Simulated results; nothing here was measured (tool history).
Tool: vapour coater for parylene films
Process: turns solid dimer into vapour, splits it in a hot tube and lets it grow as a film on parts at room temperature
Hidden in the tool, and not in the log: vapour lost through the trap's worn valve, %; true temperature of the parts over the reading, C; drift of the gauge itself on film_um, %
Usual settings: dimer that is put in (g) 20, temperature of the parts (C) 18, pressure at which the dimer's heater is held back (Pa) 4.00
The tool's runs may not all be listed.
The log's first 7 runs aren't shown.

run,hour,dimer that is put in (g),temperature of the parts (C),pressure at which the dimer's heater is held back (Pa),hours of work since the trap's valve was overhauled,hours of work since the table's thermometer was calibrated,thickness of the film (nm)
8,317.8,20,18,4.00,260,724,6050
9,353.4,20,16,4.00,276,739,6660
10,404.0,20,16,4.00,298,761,6760
11,455.8,20,16,4.00,321,784,6610
12,500.2,20,16,4.00,340,803,6590
13,537.2,20,16,4.00,356,819,6640
# hour 567.3: table's thermometer calibrated
14,571.7,20,18,4.00,371,2,6380
15,607.6,20,18,4.00,386,18,6270
16,649.4,20,18,4.00,405,36,6310
17,691.1,20,18,4.00,423,54,6340
18,744.4,20,18,4.00,446,77,6160
19,795.5,20,18,4.00,468,100,6130
20,845.5,20,16,3.01,490,121,7110
21,899.2,9,19,8.12,514,145,2430
22,931.0,20,26,4.00,528,159,4200
23,954.7,26,16,7.77,538,169,7890
24,998.7,10,18,7.77,557,188,2770
25,1044.0,11,19,2.73,577,208,3280

Run 26 comes next. What will it give?
26,1076.0,18,11,2.62,591,222,?

thickness of the film (nm): 7130
Without the tool's hidden state the same run would have given thickness of the film (nm) 8050.

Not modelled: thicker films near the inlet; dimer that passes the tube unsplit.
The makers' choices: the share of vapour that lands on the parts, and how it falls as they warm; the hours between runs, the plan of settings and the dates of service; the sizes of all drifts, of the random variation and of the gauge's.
